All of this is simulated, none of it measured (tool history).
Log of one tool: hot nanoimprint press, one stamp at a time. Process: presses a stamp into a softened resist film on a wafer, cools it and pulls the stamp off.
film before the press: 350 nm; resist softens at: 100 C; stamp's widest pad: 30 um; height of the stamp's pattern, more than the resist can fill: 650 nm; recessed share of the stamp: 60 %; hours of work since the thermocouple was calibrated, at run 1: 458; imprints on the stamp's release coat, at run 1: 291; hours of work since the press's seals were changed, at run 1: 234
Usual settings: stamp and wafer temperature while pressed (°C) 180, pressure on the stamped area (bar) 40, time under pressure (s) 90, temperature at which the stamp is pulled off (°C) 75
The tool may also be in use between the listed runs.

run   hour  stamp and wafer temperature while pressed (°C)  pressure on the stamped area (bar)  time under pressure (s)  temperature at which the stamp is pulled off (°C)  hours of work since the thermocouple was calibrated  imprints on the stamp's release coat  hours of work since the press's seals were changed  resist left under the stamp's widest pad (nm)  greatest force while the stamp is pulled off (N)
  1      0                                             180                                  40                       90                                                 75                                                  458                                   291                                                 234                                          148.9                                               190
  2   15.3                                             180                                  40                       90                                                 75                                                  467                                   341                                                 243                                          148.5                                               192
  3   22.1                                             180                                  40                       90                                                 75                                                  471                                   363                                                 247                                          149.1                                               194
  4   36.9                                             180                                  40                       90                                                 63                                                  480                                   411                                                 256                                          148.3                                               225
  5   46.1                                             180                                  40                       90                                                 63                                                  485                                   441                                                 261                                          148.5                                               228
  6   60.1                                             180                                  40                       90                                                 63                                                  493                                   486                                                 269                                          148.6                                               232
  7   72.3                                             180                                58.6                       90                                                 75                                                  501                                   525                                                 276                                          124.9                                               197
      85.1  -- plate thermocouple calibrated
  8     90                                             180                                59.1                       90                                                 75                                                    3                                   573                                                 285                                          132.9                                               200
  9  101.5                                             180                                59.1                       90                                                 75                                                   10                                   610                                                 292                                          133.9                                               200
 10  115.5                                             180                                59.1                       90                                                 75                                                   18                                   655                                                 300                                          132.6                                               201
 11  125.7                                             180                                38.9                       90                                                 75                                                   24                                   688                                                 306                                          160.9                                               208
     138.3  -- stamp cleaned and given a new release coat
 12    142                                             180                                38.9                       90                                                 75                                                   30                                    12                                                 312                                          161.7                                               178
 13  156.1                                             180                                59.1                       90                                                 75                                                   38                                    58                                                 320                                          133.4                                               182
 14  164.9                                             180                                59.1                       90                                                 75                                                   43                                    86                                                 325                                          132.2                                               186
 15  175.3                                             183                                  40                       90                                                 75                                                   49                                   120                                                 331                                          136.9                                               185
 16  183.8                                             183                                62.5                       47                                                 77                                                   54                                   147                                                 336                                          144.7                                               180
 17  191.9                                             183                                62.5                       47                                                 77                                                   59                                   174                                                 341                                          148.2                                               179
 18  205.7                                             183                                62.5                       47                                                 77                                                   67                                   218                                                 349                                            146                                               178
 19  220.8                                             183                                62.5                       47                                                 77                                                   76                                   267                                                 358                                          146.7                                               184
 20  234.3                                             187                                40.9                       97                                                 66                                                   83                                   311                                                 365                                          109.2                                               217
 21  248.1                                             184                                46.4                       97                                                 66                                                   91                                   355                                                 373                                          118.8                                               221
 22  258.5                                             184                                46.4                       97                                                 66                                                   97                                   389                                                 380                                          119.5                                               217
 23  270.9                                             178                                56.2                       54                                                 83                                                  105                                   429                                                 387                                          179.3                                               173
 24  282.9                                             178                                56.2                       54                                                 61                                                  112                                   468                                                 394                                          180.6                                               231
 25  290.1                                             187                                48.8                       80                                                 67                                                  116                                   491                                                 398                                          108.3                                               220
 26  301.6                                             187                                48.8                       80                                                 67                                                  123                                   529                                                 405                                          108.7                                               227
 27    311                                             169                                29.7                       90                                                 75                                                  128                                   559                                                 410                                          265.8                                               198
 28  327.1                                             169                                35.4                       61                                                 73                                                  137                                   611                                                 419                                          272.2                                               208
 29  342.5                                             169                                35.4                       61                                                 75                                                  146                                   661                                                 428                                          276.4                                               200

Predict each of these 4 candidate next runs independently; none follows another, all start after run 29:
  A  350.9                                             170                                  40                       90                                                 65                                                  151                                   688                                                 433                                              ?                                                 ?
  B  350.9                                             180                                44.7                      115                                                 75                                                  151                                   688                                                 433                                              ?                                                 ?
  C  350.9                                             191                                35.4                       61                                                 75                                                  151                                   688                                                 433                                              ?                                                 ?
  D  350.9                                             172                                42.8                       69                                                 75                                                  151                                   688                                                 433                                              ?                                                 ?

run  resist left under the stamp's widest pad (nm)  greatest force while the stamp is pulled off (N)
  A                                            237                                               229
  B                                          136.1                                               201
  C                                          118.6                                               203
  D                                          230.2                                               202
What these runs would have given with no unlogged condition in the tool:
run  resist left under the stamp's widest pad (nm)  greatest force while the stamp is pulled off (N)
  A                                          240.4                                               204
  B                                          138.3                                               179
  C                                          120.4                                               181
  D                                          233.4                                               180
